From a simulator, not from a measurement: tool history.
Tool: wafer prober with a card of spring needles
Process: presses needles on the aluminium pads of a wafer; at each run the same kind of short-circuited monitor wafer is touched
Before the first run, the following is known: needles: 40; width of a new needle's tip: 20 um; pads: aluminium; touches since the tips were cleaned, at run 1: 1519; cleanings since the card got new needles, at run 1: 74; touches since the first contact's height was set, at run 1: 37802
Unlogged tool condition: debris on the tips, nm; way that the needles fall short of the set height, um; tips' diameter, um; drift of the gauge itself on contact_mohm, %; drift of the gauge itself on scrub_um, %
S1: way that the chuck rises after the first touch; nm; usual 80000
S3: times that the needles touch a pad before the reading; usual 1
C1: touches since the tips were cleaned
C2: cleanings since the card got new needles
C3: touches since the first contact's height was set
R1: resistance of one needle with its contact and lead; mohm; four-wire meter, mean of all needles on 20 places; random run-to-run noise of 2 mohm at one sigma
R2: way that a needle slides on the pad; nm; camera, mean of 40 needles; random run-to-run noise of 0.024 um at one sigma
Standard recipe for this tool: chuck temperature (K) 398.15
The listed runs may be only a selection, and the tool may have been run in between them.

run 1 hour=0 | S1=80000 chuck_temperature_(K)=398.15 S3=1 | C1=1519 C2=74 C3=37802 | R1=304 R2=18650
-- hour=11.6 tips cleaned on abrasive film
-- hour=26.4 tips cleaned on abrasive film
run 2 hour=32.6 | S1=80000 chuck_temperature_(K)=367.15 S3=1 | C1=3094 C2=76 C3=54046 | R1=341 R2=18600
-- hour=38.7 tips cleaned on abrasive film
-- hour=53.9 tips cleaned on abrasive film
-- hour=66 tips cleaned on abrasive film
-- hour=81.2 tips cleaned on abrasive film
run 3 hour=86.7 | S1=80000 chuck_temperature_(K)=398.15 S3=1 | C1=2783 C2=80 C3=81027 | R1=343 R2=18500
-- hour=95.9 tips cleaned on abrasive film
-- hour=111 tips cleaned on abrasive film
-- hour=126.1 tips cleaned on abrasive film
-- hour=129.5 height of the first contact set anew
run 4 hour=136 | S1=80000 chuck_temperature_(K)=398.15 S3=1 | C1=4787 C2=83 C3=3276 | R1=364 R2=18390
-- hour=139.1 tips cleaned on abrasive film
-- hour=154.3 tips cleaned on abrasive film
-- hour=169.4 tips cleaned on abrasive film
-- hour=182.5 tips cleaned on abrasive film
run 5 hour=182.5 | S1=80000 chuck_temperature_(K)=398.15 S3=1 | C1=0 C2=87 C3=26447 | R1=233 R2=18330
-- hour=197.6 tips cleaned on abrasive film
-- hour=212.8 tips cleaned on abrasive film
-- hour=228 tips cleaned on abrasive film
run 6 hour=228.7 | S1=94000 chuck_temperature_(K)=398.15 S3=1 | C1=371 C2=90 C3=49464 | R1=242 R2=21560
-- hour=240.8 tips cleaned on abrasive film
-- hour=255.7 tips cleaned on abrasive film
-- hour=270.6 tips cleaned on abrasive film
-- hour=285.6 tips cleaned on abrasive film
run 7 hour=290 | S1=94000 chuck_temperature_(K)=398.15 S3=1 | C1=2226 C2=94 C3=80045 | R1=298 R2=21530
-- hour=299.1 tips cleaned on abrasive film
-- hour=311.3 tips cleaned on abrasive film
-- hour=324.5 tips cleaned on abrasive film
run 8 hour=324.5 | S1=76000 chuck_temperature_(K)=398.15 S3=1 | C1=0 C2=97 C3=97205 | R1=235 R2=17210
-- hour=333.9 height of the first contact set anew
-- hour=337 tips cleaned on abrasive film
-- hour=351.9 tips cleaned on abrasive film
-- hour=367 tips cleaned on abrasive film
-- hour=379.2 tips cleaned on abrasive film
run 9 hour=382.5 | S1=97000 chuck_temperature_(K)=398.15 S3=1 | C1=1686 C2=101 C3=24227 | R1=281 R2=22620
-- hour=391.5 tips cleaned on abrasive film
-- hour=406.6 tips cleaned on abrasive film
-- hour=421.8 tips cleaned on abrasive film
-- hour=433.9 tips cleaned on abrasive film
run 10 hour=440.2 | S1=97000 chuck_temperature_(K)=398.15 S3=1 | C1=3144 C2=105 C3=52964 | R1=306 R2=22600
-- hour=446.3 tips cleaned on abrasive film
-- hour=461.4 tips cleaned on abrasive film
-- hour=476.3 tips cleaned on abrasive film
-- hour=482.6 height of the first contact set anew, once more
-- hour=489.5 tips cleaned on abrasive film
run 11 hour=489.5 | S1=80000 chuck_temperature_(K)=354.15 S3=1 | C1=0 C2=109 C3=3398 | R1=228 R2=18680
-- hour=504.7 tips cleaned on abrasive film
-- hour=519.8 tips cleaned on abrasive film
run 12 hour=526.5 | S1=80000 chuck_temperature_(K)=354.15 S3=1 | C1=3361 C2=111 C3=21852 | R1=342 R2=18710
-- hour=532.6 tips cleaned on abrasive film
-- hour=547.5 tips cleaned on abrasive film
-- hour=559.7 tips cleaned on abrasive film
-- hour=574.8 tips cleaned on abrasive film
-- hour=590 tips cleaned on abrasive film
run 13 hour=592.3 | S1=68000 chuck_temperature_(K)=398.15 S3=1 | C1=1148 C2=116 C3=54627 | R1=313 R2=15820
-- hour=604.4 tips cleaned on abrasive film
-- hour=619.4 tips cleaned on abrasive film
run 14 hour=626.7 | S1=80000 chuck_temperature_(K)=398.15 S3=3 | C1=3634 C2=118 C3=71795 | R1=271 R2=18590
-- hour=632.8 tips cleaned on abrasive film
-- hour=648 tips cleaned on abrasive film
-- hour=663.1 tips cleaned on abrasive film
run 15 hour=673.2 | S1=78000 chuck_temperature_(K)=370.15 S3=1 | C1=5092 C2=121 C3=94998 | R1=381 R2=18030
-- hour=676.3 tips cleaned on abrasive film
-- hour=685.7 height of the first contact set anew
-- hour=691.8 tips cleaned on abrasive film
-- hour=706.9 tips cleaned on abrasive film
run 16 hour=715.4 | S1=90000 chuck_temperature_(K)=340.15 S3=1 | C1=4222 C2=124 C3=14804 | R1=332 R2=21110
-- hour=721.5 tips cleaned on abrasive film
-- hour=736.6 tips cleaned on abrasive film
-- hour=751.6 tips cleaned on abrasive film
run 17 hour=763 | S1=71000 chuck_temperature_(K)=303.15 S3=2 | C1=5766 C2=127 C3=38587 | R1=333 R2=16540
-- hour=766.2 tips cleaned on abrasive film
-- hour=781.3 tips cleaned on abrasive film
-- hour=796.5 tips cleaned on abrasive film
run 18 hour=798.3 | S1=83000 chuck_temperature_(K)=303.15 S3=1 | C1=931 C2=130 C3=56147 | R1=275 R2=19340
-- hour=809.9 tips cleaned on abrasive film
-- hour=825 tips cleaned on abrasive film
run 19 hour=834.2 | S1=96000 chuck_temperature_(K)=304.15 S3=2 | C1=4619 C2=132 C3=74069 | R1=268 R2=22290
-- hour=837.3 tips cleaned on abrasive film
-- hour=852.5 tips cleaned on abrasive film
-- hour=867.6 tips cleaned on abrasive film
-- hour=879.7 tips cleaned on abrasive film
-- hour=889 height of the first contact set anew
-- hour=892.9 tips cleaned on abrasive film
run 20 hour=892.9 | S1=80000 chuck_temperature_(K)=329.15 S3=1 | C1=0 C2=137 C3=1861 | R1=224 R2=18710
-- hour=908 tips cleaned on abrasive film
-- hour=923 tips cleaned on abrasive film
-- hour=937.9 tips cleaned on abrasive film
run 21 hour=946.9 | S1=65000 chuck_temperature_(K)=354.15 S3=3 | C1=4473 C2=140 C3=28815 | R1=301 R2=15130
-- hour=953 tips cleaned on abrasive film
-- hour=967.9 tips cleaned on abrasive film
-- hour=983.1 tips cleaned on abrasive film
-- hour=998 tips cleaned on abrasive film
run 22 hour=1002.3 | S1=86000 chuck_temperature_(K)=354.15 S3=3 | C1=2161 C2=144 C3=56454 | R1=253 R2=20000
-- hour=1011.5 tips cleaned on abrasive film
-- hour=1026.6 tips cleaned on abrasive film
run 23 hour=1036 | S1=86000 chuck_temperature_(K)=363.15 S3=1 | C1=4685 C2=146 C3=73232 | R1=363 R2=19950
-- hour=1039.1 tips cleaned on abrasive film
-- hour=1054.1 tips cleaned on abrasive film
-- hour=1069.3 tips cleaned on abrasive film
-- hour=1084.2 tips cleaned on abrasive film
-- hour=1093.3 height of the first contact set anew
-- hour=1099.4 tips cleaned on abrasive film
run 24 hour=1100.2 | S1=93000 chuck_temperature_(K)=318.15 S3=1 | C1=388 C2=151 C3=3412 | R1=231 R2=21830

How the hidden state differs across the entries between the runs, from the last listed run before each to the first after it:
Runs 1 to 2: tips cleaned on abrasive film (hour 11.6); tips cleaned on abrasive film (hour 26.4)
  debris on the tips, nm: 91.4 -> 133.5; way that the needles fall short of the set height, um: 0.42 -> 0.55; tips' diameter, um: 21.91 -> 21.96
  measured value less the no-hidden-state value, R1: +83 -> +127 mohm; R2: -100 -> -130 nm
Runs 2 to 3: tips cleaned on abrasive film (hour 38.7); tips cleaned on abrasive film (hour 53.9); tips cleaned on abrasive film (hour 66); tips cleaned on abrasive film (hour 81.2)
  debris on the tips, nm: 133.5 -> 135; way that the needles fall short of the set height, um: 0.55 -> 0.86; tips' diameter, um: 21.96 -> 22.07
  measured value less the no-hidden-state value, R1: +127 -> +123 mohm; R2: -130 -> -200 nm
Runs 3 to 4: tips cleaned on abrasive film (hour 95.9); tips cleaned on abrasive film (hour 111); tips cleaned on abrasive film (hour 126.1); height of the first contact set anew (hour 129.5)
  debris on the tips, nm: 135 -> 156; way that the needles fall short of the set height, um: 0.86 -> 1.48; tips' diameter, um: 22.07 -> 22.15
  measured value less the no-hidden-state value, R1: +123 -> +144 mohm; R2: -200 -> -350 nm
Runs 4 to 5: tips cleaned on abrasive film (hour 139.1); tips cleaned on abrasive film (hour 154.3); tips cleaned on abrasive film (hour 169.4); tips cleaned on abrasive film (hour 182.5)
  debris on the tips, nm: 156 -> 14.8; way that the needles fall short of the set height, um: 1.48 -> 1.74; tips' diameter, um: 22.15 -> 22.24
  measured value less the no-hidden-state value, R1: +144 -> +16 mohm; R2: -350 -> -410 nm
Runs 5 to 6: tips cleaned on abrasive film (hour 197.6); tips cleaned on abrasive film (hour 212.8); tips cleaned on abrasive film (hour 228)
  debris on the tips, nm: 14.8 -> 33.1; way that the needles fall short of the set height, um: 1.74 -> 1.95; tips' diameter, um: 22.24 -> 22.31
  measured value less the no-hidden-state value, R1: +16 -> +26 mohm; R2: -410 -> -460 nm
Runs 6 to 7: tips cleaned on abrasive film (hour 240.8); tips cleaned on abrasive film (hour 255.7); tips cleaned on abrasive film (hour 270.6); tips cleaned on abrasive film (hour 285.6)
  debris on the tips, nm: 33.1 -> 116; way that the needles fall short of the set height, um: 1.95 -> 2.24; tips' diameter, um: 22.31 -> 22.41
  measured value less the no-hidden-state value, R1: +26 -> +84 mohm; R2: -460 -> -530 nm
Runs 7 to 8: tips cleaned on abrasive film (hour 299.1); tips cleaned on abrasive film (hour 311.3); tips cleaned on abrasive film (hour 324.5)
  debris on the tips, nm: 116 -> 8.3; way that the needles fall short of the set height, um: 2.24 -> 2.44; tips' diameter, um: 22.41 -> 22.48
  measured value less the no-hidden-state value, R1: +84 -> +13 mohm; R2: -530 -> -570 nm
Runs 8 to 9: height of the first contact set anew (hour 333.9); tips cleaned on abrasive film (hour 337); tips cleaned on abrasive film (hour 351.9); tips cleaned on abrasive film (hour 367); tips cleaned on abrasive film (hour 379.2)
  debris on the tips, nm: 8.3 -> 91; way that the needles fall short of the set height, um: 2.44 -> 0.28; tips' diameter, um: 22.48 -> 22.58
  measured value less the no-hidden-state value, R1: +13 -> +62 mohm; R2: -570 -> -70 nm
Runs 9 to 10: tips cleaned on abrasive film (hour 391.5); tips cleaned on abrasive film (hour 406.6); tips cleaned on abrasive film (hour 421.8); tips cleaned on abrasive film (hour 433.9)
  debris on the tips, nm: 91 -> 133; way that the needles fall short of the set height, um: 0.28 -> 0.56; tips' diameter, um: 22.58 -> 22.68
  measured value less the no-hidden-state value, R1: +62 -> +89 mohm; R2: -70 -> -130 nm
Runs 10 to 11: tips cleaned on abrasive film (hour 446.3); tips cleaned on abrasive film (hour 461.4); tips cleaned on abrasive film (hour 476.3); height of the first contact set anew, once more (hour 482.6); tips cleaned on abrasive film (hour 489.5)
  debris on the tips, nm: 133 -> 10.4; way that the needles fall short of the set height, um: 0.56 -> 0.09; tips' diameter, um: 22.68 -> 22.79
  measured value less the no-hidden-state value, R1: +89 -> +14 mohm; R2: -130 -> -20 nm
Runs 11 to 12: tips cleaned on abrasive film (hour 504.7); tips cleaned on abrasive film (hour 519.8)
  debris on the tips, nm: 10.4 -> 128.9; way that the needles fall short of the set height, um: 0.09 -> 0.26; tips' diameter, um: 22.79 -> 22.84
  measured value less the no-hidden-state value, R1: +14 -> +131 mohm; R2: -20 -> -60 nm
Runs 12 to 13: tips cleaned on abrasive film (hour 532.6); tips cleaned on abrasive film (hour 547.5); tips cleaned on abrasive film (hour 559.7); tips cleaned on abrasive film (hour 574.8); tips cleaned on abrasive film (hour 590)
  debris on the tips, nm: 128.9 -> 63.8; way that the needles fall short of the set height, um: 0.26 -> 0.63; tips' diameter, um: 22.84 -> 22.98
  measured value less the no-hidden-state value, R1: +131 -> +86 mohm; R2: -60 -> -150 nm
Runs 13 to 14: tips cleaned on abrasive film (hour 604.4); tips cleaned on abrasive film (hour 619.4)
  debris on the tips, nm: 63.8 -> 133.5; way that the needles fall short of the set height, um: 0.63 -> 0.76; tips' diameter, um: 22.98 -> 23.02
  measured value less the no-hidden-state value, R1: +86 -> +49 mohm; R2: -150 -> -180 nm
Runs 14 to 15: tips cleaned on abrasive film (hour 632.8); tips cleaned on abrasive film (hour 648); tips cleaned on abrasive film (hour 663.1)
  debris on the tips, nm: 133.5 -> 158.4; way that the needles fall short of the set height, um: 0.76 -> 0.94; tips' diameter, um: 23.02 -> 23.09
  measured value less the no-hidden-state value, R1: +49 -> +169 mohm; R2: -180 -> -220 nm
Runs 15 to 16: tips cleaned on abrasive film (hour 676.3); height of the first contact set anew (hour 685.7); tips cleaned on abrasive film (hour 691.8); tips cleaned on abrasive film (hour 706.9)
  debris on the tips, nm: 158.4 -> 148.4; way that the needles fall short of the set height, um: 0.94 -> 0.12; tips' diameter, um: 23.09 -> 23.15
  measured value less the no-hidden-state value, R1: +169 -> +128 mohm; R2: -220 -> -20 nm
Runs 16 to 17: tips cleaned on abrasive film (hour 721.5); tips cleaned on abrasive film (hour 736.6); tips cleaned on abrasive film (hour 751.6)
  debris on the tips, nm: 148.4 -> 158.9; way that the needles fall short of the set height, um: 0.12 -> 0.35; tips' diameter, um: 23.15 -> 23.23
  measured value less the no-hidden-state value, R1: +128 -> +134 mohm; R2: -20 -> -80 nm
Runs 17 to 18: tips cleaned on abrasive film (hour 766.2); tips cleaned on abrasive film (hour 781.3); tips cleaned on abrasive film (hour 796.5)
  debris on the tips, nm: 158.9 -> 72.7; way that the needles fall short of the set height, um: 0.35 -> 0.58; tips' diameter, um: 23.23 -> 23.31
  measured value less the no-hidden-state value, R1: +134 -> +79 mohm; R2: -80 -> -130 nm
Runs 18 to 19: tips cleaned on abrasive film (hour 809.9); tips cleaned on abrasive film (hour 825)
  debris on the tips, nm: 72.7 -> 140.8; way that the needles fall short of the set height, um: 0.58 -> 0.73; tips' diameter, um: 23.31 -> 23.37
  measured value less the no-hidden-state value, R1: +79 -> +72 mohm; R2: -130 -> -170 nm
Runs 19 to 20: tips cleaned on abrasive film (hour 837.3); tips cleaned on abrasive film (hour 852.5); tips cleaned on abrasive film (hour 867.6); tips cleaned on abrasive film (hour 879.7); height of the first contact set anew (hour 889); tips cleaned on abrasive film (hour 892.9)
  debris on the tips, nm: 140.8 -> 16.5; way that the needles fall short of the set height, um: 0.73 -> 0.06; tips' diameter, um: 23.37 -> 23.47
  measured value less the no-hidden-state value, R1: +72 -> +21 mohm; R2: -170 -> -10 nm
Runs 20 to 21: tips cleaned on abrasive film (hour 908); tips cleaned on abrasive film (hour 923); tips cleaned on abrasive film (hour 937.9)
  debris on the tips, nm: 16.5 -> 146.1; way that the needles fall short of the set height, um: 0.06 -> 0.33; tips' diameter, um: 23.47 -> 23.57
  measured value less the no-hidden-state value, R1: +21 -> +86 mohm; R2: -10 -> -70 nm
Runs 21 to 22: tips cleaned on abrasive film (hour 953); tips cleaned on abrasive film (hour 967.9); tips cleaned on abrasive film (hour 983.1); tips cleaned on abrasive film (hour 998)
  debris on the tips, nm: 146.1 -> 126; way that the needles fall short of the set height, um: 0.33 -> 0.66; tips' diameter, um: 23.57 -> 23.68
  measured value less the no-hidden-state value, R1: +86 -> +46 mohm; R2: -70 -> -150 nm
Runs 22 to 23: tips cleaned on abrasive film (hour 1011.5); tips cleaned on abrasive film (hour 1026.6)
  debris on the tips, nm: 126 -> 158.2; way that the needles fall short of the set height, um: 0.66 -> 0.83; tips' diameter, um: 23.68 -> 23.74
  measured value less the no-hidden-state value, R1: +46 -> +151 mohm; R2: -150 -> -190 nm
Runs 23 to 24: tips cleaned on abrasive film (hour 1039.1); tips cleaned on abrasive film (hour 1054.1); tips cleaned on abrasive film (hour 1069.3); tips cleaned on abrasive film (hour 1084.2); height of the first contact set anew (hour 1093.3); tips cleaned on abrasive film (hour 1099.4)
  debris on the tips, nm: 158.2 -> 35.1; way that the needles fall short of the set height, um: 0.83 -> 0.08; tips' diameter, um: 23.74 -> 23.87
  measured value less the no-hidden-state value, R1: +151 -> +33 mohm; R2: -190 -> -20 nm

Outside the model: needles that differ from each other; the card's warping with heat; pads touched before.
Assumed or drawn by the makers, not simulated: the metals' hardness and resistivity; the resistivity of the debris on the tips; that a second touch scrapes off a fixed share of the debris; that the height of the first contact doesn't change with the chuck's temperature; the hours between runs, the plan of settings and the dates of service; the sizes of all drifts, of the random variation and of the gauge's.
